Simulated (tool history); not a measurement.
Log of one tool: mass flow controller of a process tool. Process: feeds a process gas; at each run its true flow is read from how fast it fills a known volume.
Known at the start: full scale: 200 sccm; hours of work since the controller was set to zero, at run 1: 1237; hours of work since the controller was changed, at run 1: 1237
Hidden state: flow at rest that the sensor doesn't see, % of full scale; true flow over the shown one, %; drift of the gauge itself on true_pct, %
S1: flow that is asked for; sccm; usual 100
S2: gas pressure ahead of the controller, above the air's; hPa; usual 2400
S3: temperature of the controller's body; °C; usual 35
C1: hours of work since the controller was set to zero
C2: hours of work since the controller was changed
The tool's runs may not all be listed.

{"run": 1, "hour": 0.0, "S1": 100, "S2": 2400, "S3": 35, "C1": 1237, "C2": 1237, "true flow (%)": 100.18}
{"run": 2, "hour": 77.1, "S1": 100, "S2": 2400, "S3": 35, "C1": 1288, "C2": 1288, "true flow (%)": 100.17}
{"run": 3, "hour": 125.1, "S1": 100, "S2": 2400, "S3": 28, "C1": 1319, "C2": 1319, "true flow (%)": 99.52}
{"run": 4, "hour": 198.7, "S1": 100, "S2": 2160, "S3": 28, "C1": 1368, "C2": 1368, "true flow (%)": 99.42}
{"run": 5, "hour": 257.7, "S1": 100, "S2": 2160, "S3": 28, "C1": 1407, "C2": 1407, "true flow (%)": 99.55}
{"run": 6, "hour": 301.9, "S1": 100, "S2": 2400, "S3": 35, "C1": 1436, "C2": 1436, "true flow (%)": 100.21}
{"run": 7, "hour": 354.6, "S1": 150, "S2": 2400, "S3": 35, "C1": 1471, "C2": 1471, "true flow (%)": 100.91}
{"run": 8, "hour": 429.4, "S1": 35, "S2": 2400, "S3": 35, "C1": 1520, "C2": 1520, "true flow (%)": 98.37}
{"run": 9, "hour": 462.8, "S1": 35, "S2": 2400, "S3": 35, "C1": 1542, "C2": 1542, "true flow (%)": 98.29}
{"run": 10, "hour": 535.9, "S1": 35, "S2": 2400, "S3": 35, "C1": 1590, "C2": 1590, "true flow (%)": 98.37}
{"run": 11, "hour": 608.8, "S1": 35, "S2": 2400, "S3": 35, "C1": 1638, "C2": 1638, "true flow (%)": 98.34}
{"run": 12, "hour": 649.6, "S1": 35, "S2": 2400, "S3": 35, "C1": 1665, "C2": 1665, "true flow (%)": 98.4}
{"run": 13, "hour": 710.5, "S1": 35, "S2": 2400, "S3": 35, "C1": 1705, "C2": 1705, "true flow (%)": 98.24}
{"run": 14, "hour": 781.6, "S1": 100, "S2": 2400, "S3": 35, "C1": 1752, "C2": 1752, "true flow (%)": 100.31}
{"run": 15, "hour": 850.8, "S1": 100, "S2": 2400, "S3": 35, "C1": 1797, "C2": 1797, "true flow (%)": 100.17}
{"run": 16, "hour": 894.3, "S1": 100, "S2": 2400, "S3": 35, "C1": 1826, "C2": 1826, "true flow (%)": 100.28}
{"run": 17, "hour": 963.0, "S1": 100, "S2": 2400, "S3": 35, "C1": 1871, "C2": 1871, "true flow (%)": 100.15}
{"run": 18, "hour": 1012.6, "S1": 100, "S2": 2400, "S3": 35, "C1": 1904, "C2": 1904, "true flow (%)": 100.24}
{"run": 19, "hour": 1073.4, "S1": 100, "S2": 2400, "S3": 35, "C1": 1944, "C2": 1944, "true flow (%)": 100.17}
{"run": 20, "hour": 1149.7, "S1": 100, "S2": 2400, "S3": 35, "C1": 1994, "C2": 1994, "true flow (%)": 100.12}
{"run": 21, "hour": 1226.7, "S1": 119, "S2": 2400, "S3": 35, "C1": 2045, "C2": 2045, "true flow (%)": 100.35}
{"run": 22, "hour": 1269.7, "S1": 119, "S2": 2400, "S3": 35, "C1": 2073, "C2": 2073, "true flow (%)": 100.46}
{"run": 23, "hour": 1329.6, "S1": 119, "S2": 2400, "S3": 35, "C1": 2113, "C2": 2113, "true flow (%)": 100.58}
{"run": 24, "hour": 1383.6, "S1": 119, "S2": 2400, "S3": 35, "C1": 2148, "C2": 2148, "true flow (%)": 100.56}
{"run": 25, "hour": 1457.8, "S1": 119, "S2": 2220, "S3": 39, "C1": 2197, "C2": 2197, "true flow (%)": 100.83}
{"run": 26, "hour": 1516.2, "S1": 20, "S2": 1890, "S3": 21, "C1": 2236, "C2": 2236, "true flow (%)": 94.23}
{"run": 27, "hour": 1580.3, "S1": 32, "S2": 2720, "S3": 24, "C1": 2278, "C2": 2278, "true flow (%)": 96.53}
{"run": 28, "hour": 1635.3, "S1": 32, "S2": 2720, "S3": 24, "C1": 2314, "C2": 2314, "true flow (%)": 96.65}

Forecast run 29:
{"run": 29, "hour": 1705.4, "S1": 118, "S2": 2720, "S3": 22, "C1": 2361, "C2": 2361, "true flow (%)": "?"}

Run 29 gave true flow (%) 99.37.
Without the tool's hidden state the same run would have given true flow (%) 99.05.

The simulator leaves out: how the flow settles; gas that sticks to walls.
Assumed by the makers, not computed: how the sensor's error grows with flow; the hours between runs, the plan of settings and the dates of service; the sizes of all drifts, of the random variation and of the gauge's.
